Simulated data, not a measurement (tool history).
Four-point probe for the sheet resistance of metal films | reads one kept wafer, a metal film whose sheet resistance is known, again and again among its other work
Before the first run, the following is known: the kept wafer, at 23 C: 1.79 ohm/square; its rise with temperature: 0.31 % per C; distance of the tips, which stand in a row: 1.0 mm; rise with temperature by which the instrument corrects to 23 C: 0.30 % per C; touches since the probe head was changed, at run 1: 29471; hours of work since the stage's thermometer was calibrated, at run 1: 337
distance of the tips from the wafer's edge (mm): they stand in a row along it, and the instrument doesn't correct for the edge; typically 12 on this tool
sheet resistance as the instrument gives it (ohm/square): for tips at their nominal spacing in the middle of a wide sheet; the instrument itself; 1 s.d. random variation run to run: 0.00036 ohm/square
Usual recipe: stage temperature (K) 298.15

| run | hour | stage temperature (K) | distance of the tips from the wafer's edge (mm) | touches since the probe head was changed | hours of work since the stage's thermometer was calibrated | sheet resistance as the instrument gives it (ohm/square) |
|---|---|---|---|---|---|---|
| 1 | 0.0 | 298.15 | 12 | 29471 | 337 | 1.792889 |
| 2 | 67.3 | 298.15 | 12 | 31069 | 372 | 1.793074 |
| 3 | 105.6 | 298.15 | 4 | 31978 | 392 | 1.844494 |
| 4 | 155.0 | 303.15 | 12 | 33149 | 417 | 1.793705 |
| 5 | 192.8 | 303.15 | 12 | 34046 | 436 | 1.793673 |
| 6 | 227.9 | 298.15 | 12 | 34880 | 455 | 1.792610 |
| 7 | 277.9 | 298.15 | 12 | 36067 | 480 | 1.791987 |
| 8 | 312.8 | 298.15 | 12 | 36896 | 498 | 1.792091 |
| 9 | 372.3 | 292.15 | 12 | 38308 | 529 | 1.789985 |
| 10 | 433.8 | 301.15 | 12 | 39767 | 561 | 1.791919 |
| 11 | 472.6 | 301.15 | 12 | 40687 | 581 | 1.792063 |
| 12 | 530.9 | 301.15 | 12 | 42072 | 611 | 1.791626 |
| 13 | 562.8 | 301.15 | 20 | 42829 | 627 | 1.787928 |
| 14 | 629.0 | 298.15 | 12 | 44401 | 661 | 1.790055 |
| 15 | 685.1 | 298.15 | 12 | 45732 | 690 | 1.790176 |
| 16 | 737.1 | 292.15 | 12 | 46967 | 717 | 1.788856 |
| 17 | 804.8 | 292.15 | 12 | 48573 | 752 | 1.789101 |
| 18 | 872.6 | 292.15 | 52 | 50183 | 787 | 1.782142 |
|  | 879.2 | stage's thermometer calibrated |
| 19 | 937.1 | 307.15 | 12 | 51701 | 30 | 1.791563 |
| 20 | 977.8 | 307.15 | 12 | 52667 | 51 | 1.791328 |
| 21 | 1036.3 | 307.15 | 12 | 54055 | 81 | 1.791013 |
| 22 | 1095.1 | 298.15 | 12 | 55451 | 111 | 1.789188 |
| 23 | 1124.7 | 295.15 | 7 | 56155 | 127 | 1.800301 |
| 24 | 1153.6 | 295.15 | 7 | 56839 | 141 | 1.801091 |
| 25 | 1201.4 | 297.15 | 18 | 57973 | 166 | 1.784585 |
| 26 | 1240.0 | 296.15 | 4 | 58891 | 186 | 1.839176 |
|  | 1257.9 | stage's thermometer calibrated, once more |
| 27 | 1310.9 | 295.15 | 66 | 60560 | 27 | 1.778539 |
| 28 | 1377.9 | 295.15 | 9 | 62153 | 62 | 1.789747 |
| 29 | 1444.6 | 294.15 | 14 | 63735 | 96 | 1.783264 |
| 30 | 1496.0 | 303.15 | 4 | 64955 | 123 | 1.838302 |
| 31 | 1540.6 | 303.15 | 6 | 66014 | 146 | 1.805995 |
| 32 | 1605.8 | 308.15 | 5 | 67562 | 179 | 1.818377 |
| 33 | 1639.8 | 294.15 | 6 | 68367 | 197 | 1.803283 |
| 34 | 1707.3 | 298.15 | 4 | 69970 | 232 | 1.835464 |
| 35 | 1737.7 | 296.15 | 4 | 70692 | 247 | 1.835540 |

What will run 36 give?
| 36 | 1767.2 | 295.15 | 12 | 71391 | 263 | ? |

Run 36 produced sheet resistance as the instrument gives it (ohm/square) 1.783414.
Without the tool's hidden state the same run would have given sheet resistance as the instrument gives it (ohm/square) 1.796378.
